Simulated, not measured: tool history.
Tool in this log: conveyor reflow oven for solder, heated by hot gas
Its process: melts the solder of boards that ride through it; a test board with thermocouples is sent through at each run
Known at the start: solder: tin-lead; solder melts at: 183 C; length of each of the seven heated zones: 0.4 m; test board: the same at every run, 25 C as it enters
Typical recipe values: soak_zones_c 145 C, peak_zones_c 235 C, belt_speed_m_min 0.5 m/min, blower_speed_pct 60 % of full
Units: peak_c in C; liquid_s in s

run   hour  soak_zones_c  peak_zones_c  belt_speed_m_min  blower_speed_pct  peak_c  liquid_s
  1      0           145           235               0.5                60   214.1      70.9
  2   46.3           145           235               0.5                60   214.1      70.4
  3     84           145           235               0.5                79     218        75
  4  135.5           137           235               0.5                79   216.3      70.8
  5  164.4           145           235               0.5                60   213.9      70.2
     177.2  -- flux residue cleaned out of gas plates and filters
  6  214.4           145           229               0.5                60   206.8      59.1
  7  258.1           145           229               0.5                60   206.1      59.4
     291.3  -- flux residue cleaned out of gas plates and filters, once more
  8  307.9           145           235               0.5                60   216.5      74.4
  9  359.1           145           235               0.5                60   216.2      72.9
 10  394.4           145           235               0.5                54     214      70.3
 11  417.1           145           235               0.5                60   215.7      72.7
 12  460.8           145           235               0.5                60   215.6      73.5
 13  509.1           140           248               0.5                60   224.6      79.7
 14  561.7           140           248               0.5                60   224.4      80.2
 15  615.7           158           234             0.447                60   219.9      94.4
 16  656.9           145           235              0.41                60   220.4        97
 17  688.1           157           235             0.523                63   216.1      75.8
 18  733.9           157           235             0.523                63     216      76.9
 19    777           157           235             0.523                63   215.3      76.3
     808.1  -- thermocouples of zones 6 and 7 changed
 20  816.3           149           235             0.542                63   212.9      65.3
 21    861           140           228             0.588                53   198.3      38.1
 22  898.7           140           228             0.588                53   198.1      36.9
 23  945.2           143           234               0.5                60   211.7      66.8

Consider 3 possible next runs. They are alternatives, not a sequence: every one starts from the tool as it was left by run 23. What does each give?
  A  967.9           154           234             0.444                56       ?         ?
  B  967.9           141           242              0.49                60       ?         ?
  C  967.9           145           235             0.578                56       ?         ?

run  peak_c  liquid_s
  A   217.1      89.4
  B   217.6      76.4
  C   205.7        51
Had the tool no hidden state, the same runs would have come out as:
run  peak_c  liquid_s
  A   220.5      92.8
  B     222      80.6
  C   210.2      56.9
